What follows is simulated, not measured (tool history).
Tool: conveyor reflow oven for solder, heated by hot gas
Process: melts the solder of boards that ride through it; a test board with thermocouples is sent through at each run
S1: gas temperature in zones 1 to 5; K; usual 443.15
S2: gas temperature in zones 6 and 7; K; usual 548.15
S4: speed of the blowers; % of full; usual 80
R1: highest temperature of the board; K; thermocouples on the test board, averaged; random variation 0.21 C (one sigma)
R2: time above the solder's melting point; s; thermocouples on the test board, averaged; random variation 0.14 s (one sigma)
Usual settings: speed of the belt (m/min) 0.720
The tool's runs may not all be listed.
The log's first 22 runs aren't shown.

Run 23, day 9.658: usual settings but S1 433.15 K, S2 539.15 K, speed of the belt (m/min) 0.854, S4 59 % of full. Result: R1 508.05 K, R2 17.8 s.
Run 24, day 9.917: usual settings but S1 433.15 K, S2 539.15 K, speed of the belt (m/min) 0.854, S4 59 % of full. Result: R1 508.05 K, R2 17.5 s.
Run 25, day 10.438: usual settings but S1 435.15 K, S2 539.15 K, speed of the belt (m/min) 0.854, S4 59 % of full. Result: R1 508.25 K, R2 18.5 s.
Run 26, day 10.912: usual settings but speed of the belt (m/min) 0.790. Result: R1 529.35 K, R2 34.5 s.
Run 27, day 11.171: usual settings but S4 88 % of full. Result: R1 534.85 K, R2 40.4 s.
Run 28, day 11.562: usual settings but S1 434.15 K, S2 551.15 K, speed of the belt (m/min) 0.623. Result: R1 537.95 K, R2 47.0 s.
Run 29, day 12.021: usual settings but S4 73 % of full. Result: R1 530.45 K, R2 38.4 s.
Run 30, day 12.638: usual settings but S1 444.15 K, S2 563.15 K, speed of the belt (m/min) 0.591, S4 60 % of full. Result: R1 545.85 K, R2 53.6 s.

Forecast each of these 3 alternatives for the next run:
Run A, day 12.908: usual settings but S1 457.15 K, S4 61 % of full. Result: R1 ?, R2 ?.
Run B, day 12.908: usual settings but S2 541.15 K, speed of the belt (m/min) 0.735, S4 65 % of full. Result: R1 ?, R2 ?.
Run C, day 12.908: usual settings but S1 444.15 K, S2 540.15 K, speed of the belt (m/min) 0.591, S4 72 % of full. Result: R1 ?, R2 ?.

run      R1    R2
  A  528.45  40.8
  B  521.05  33.1
  C  528.85  47.9
Without the tool's hidden state the same runs would have given:
run      R1    R2
  A  528.55  40.9
  B  521.05  33.1
  C  528.95  47.9
